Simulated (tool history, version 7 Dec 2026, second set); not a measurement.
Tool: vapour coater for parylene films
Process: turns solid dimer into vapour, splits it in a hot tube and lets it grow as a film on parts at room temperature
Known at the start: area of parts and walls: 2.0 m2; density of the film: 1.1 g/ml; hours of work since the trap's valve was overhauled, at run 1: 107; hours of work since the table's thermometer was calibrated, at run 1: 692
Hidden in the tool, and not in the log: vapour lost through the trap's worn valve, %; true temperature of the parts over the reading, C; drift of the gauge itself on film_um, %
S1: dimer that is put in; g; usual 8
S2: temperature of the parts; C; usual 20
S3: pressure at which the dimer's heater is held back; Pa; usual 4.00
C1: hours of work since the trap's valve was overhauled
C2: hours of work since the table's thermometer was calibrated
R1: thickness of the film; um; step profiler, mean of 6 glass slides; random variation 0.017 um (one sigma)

Run 1, hour 0.0: usual settings; C1 107; C2 692. Result: R1 1.80 um.
Run 2, hour 22.7: usual settings; C1 121; C2 707. Result: R1 1.75 um.
Run 3, hour 54.2: usual settings but S3 10.80 Pa; C1 141; C2 726. Result: R1 1.42 um.
Run 4, hour 78.1: usual settings but S3 10.80 Pa; C1 156; C2 742. Result: R1 1.43 um.
Run 5, hour 100.6: usual settings but S3 10.80 Pa; C1 171; C2 756. Result: R1 1.45 um.
Run 6, hour 130.4: usual settings but S2 27 C, S3 10.80 Pa; C1 189; C2 775. Result: R1 1.13 um.
Run 7, hour 146.2: usual settings but S2 27 C, S3 10.80 Pa; C1 199; C2 785. Result: R1 1.13 um.
Run 8, hour 165.6: usual settings but S2 27 C, S3 10.80 Pa; C1 212; C2 797. Result: R1 1.12 um.
Run 9, hour 189.5: usual settings but S2 27 C, S3 10.80 Pa; C1 227; C2 812. Result: R1 1.14 um.
Run 10, hour 226.5: usual settings but S2 27 C, S3 3.26 Pa; C1 250; C2 835. Result: R1 1.39 um.
Run 11, hour 250.5: usual settings but S2 27 C, S3 3.26 Pa; C1 265; C2 851. Result: R1 1.41 um.
Run 12, hour 273.7: usual settings but S2 27 C, S3 3.26 Pa; C1 280; C2 865. Result: R1 1.38 um.
Run 13, hour 310.0: usual settings but S2 27 C, S3 3.26 Pa; C1 303; C2 888. Result: R1 1.35 um.
Run 14, hour 329.6: usual settings but S2 27 C, S3 3.26 Pa; C1 315; C2 901. Result: R1 1.35 um.
Run 15, hour 362.8: usual settings but S2 27 C, S3 3.26 Pa; C1 336; C2 922. Result: R1 1.33 um.
At hour 372.7: trap's valve overhauled.
Run 16, hour 399.7: usual settings; C1 17; C2 943. Result: R1 1.53 um.
Run 17, hour 419.4: usual settings; C1 30; C2 955. Result: R1 1.54 um.
Run 18, hour 443.7: usual settings; C1 45; C2 970. Result: R1 1.51 um.
At hour 459.2: trap's valve overhauled, once more.
Run 19, hour 472.1: usual settings; C1 8; C2 986. Result: R1 1.80 um.
Run 20, hour 498.4: usual settings; C1 25; C2 1002. Result: R1 1.79 um.
Run 21, hour 525.7: usual settings but S1 14 g; C1 42; C2 1020. Result: R1 3.08 um.
Run 22, hour 560.4: usual settings but S1 5 g; C1 64; C2 1042. Result: R1 1.11 um.
Run 23, hour 597.8: usual settings but S1 5 g; C1 88; C2 1065. Result: R1 1.11 um.
Run 24, hour 616.8: usual settings but S2 24 C, S3 5.08 Pa; C1 100; C2 1077. Result: R1 1.47 um.
Run 25, hour 650.5: usual settings but S1 10 g, S2 16 C, S3 2.16 Pa; C1 121; C2 1099. Result: R1 2.76 um.
Run 26, hour 681.9: usual settings but S1 10 g, S2 29 C, S3 2.37 Pa; C1 141; C2 1119. Result: R1 1.80 um.
Run 27, hour 700.7: usual settings but S1 10 g, S2 29 C, S3 2.37 Pa; C1 153; C2 1130. Result: R1 1.75 um.
Run 28, hour 736.9: usual settings but S1 12 g, S2 21 C, S3 5.89 Pa; C1 176; C2 1153. Result: R1 2.28 um.
Run 29, hour 761.6: usual settings but S1 12 g, S2 21 C, S3 5.89 Pa; C1 191; C2 1169. Result: R1 2.32 um.
Run 30, hour 793.3: usual settings but S2 15 C, S3 3.22 Pa; C1 211; C2 1189. Result: R1 2.07 um.
Run 31, hour 828.7: usual settings but S3 2.80 Pa; C1 234; C2 1211. Result: R1 1.82 um.
Run 32, hour 858.3: usual settings but S3 2.80 Pa; C1 252; C2 1230. Result: R1 1.76 um.
Run 33, hour 889.9: usual settings but S3 2.10 Pa; C1 272; C2 1250. Result: R1 1.85 um.
Run 34, hour 910.3: usual settings but S3 2.10 Pa; C1 285; C2 1263. Result: R1 1.85 um.
Run 35, hour 931.8: usual settings but S2 25 C, S3 10.20 Pa; C1 299; C2 1277. Result: R1 1.16 um.
Run 36, hour 964.2: usual settings but S2 25 C, S3 10.20 Pa; C1 319; C2 1297. Result: R1 1.16 um.
Run 37, hour 979.6: usual settings but S1 11 g, S2 23 C; C1 329; C2 1307. Result: R1 2.02 um.
At hour 1002.0: trap's valve overhauled.
Run 38, hour 1020.2: usual settings but S2 23 C, S3 3.62 Pa; C1 11; C2 1330. Result: R1 1.65 um.
Run 39, hour 1039.3: usual settings but S1 4 g, S2 14 C, S3 5.73 Pa; C1 24; C2 1342. Result: R1 1.00 um.
Run 40, hour 1070.7: usual settings but S1 6 g, S2 25 C, S3 2.35 Pa; C1 43; C2 1362. Result: R1 1.24 um.
Run 41, hour 1087.6: usual settings but S1 6 g, S2 25 C, S3 2.35 Pa; C1 54; C2 1373. Result: R1 1.23 um.
Run 42, hour 1103.6: usual settings but S1 6 g, S2 25 C, S3 2.35 Pa; C1 64; C2 1383. Result: R1 1.25 um.
Run 43, hour 1136.9: usual settings but S1 9 g, S2 25 C, S3 2.48 Pa; C1 85; C2 1404. Result: R1 1.83 um.
Run 44, hour 1160.5: usual settings but S1 9 g, S2 25 C, S3 2.48 Pa; C1 100; C2 1419. Result: R1 1.80 um.
Run 45, hour 1192.2: usual settings but S2 24 C, S3 9.32 Pa; C1 120; C2 1439. Result: R1 1.31 um.
Run 46, hour 1221.0: usual settings but S1 12 g, S2 16 C, S3 4.17 Pa; C1 139; C2 1457. Result: R1 2.89 um.

Measured less the same run without the tool's hidden state. The same run-to-run variation is in both; the gauge's scatter may not be:
run     R1
  1  -0.07
  2  -0.09
  3  -0.08
  4  -0.09
  5  -0.09
  6  -0.08
  7  -0.09
  8  -0.09
  9  -0.09
 10  -0.13
 11  -0.14
 12  -0.14
 13  -0.15
 14  -0.16
 15  -0.16
 16  -0.29
 17  -0.30
 18  -0.31
 19  -0.04
 20  -0.05
 21  -0.11
 22  -0.05
 23  -0.06
 24  -0.07
 25  -0.16
 26  -0.12
 27  -0.12
 28  -0.18
 29  -0.19
 30  -0.19
 31  -0.18
 32  -0.19
 33  -0.21
 34  -0.21
 35  -0.14
 36  -0.15
 37  -0.27
 38  -0.05
 39  -0.03
 40  -0.06
 41  -0.06
 42  -0.07
 43  -0.11
 44  -0.12
 45  -0.09
 46  -0.22
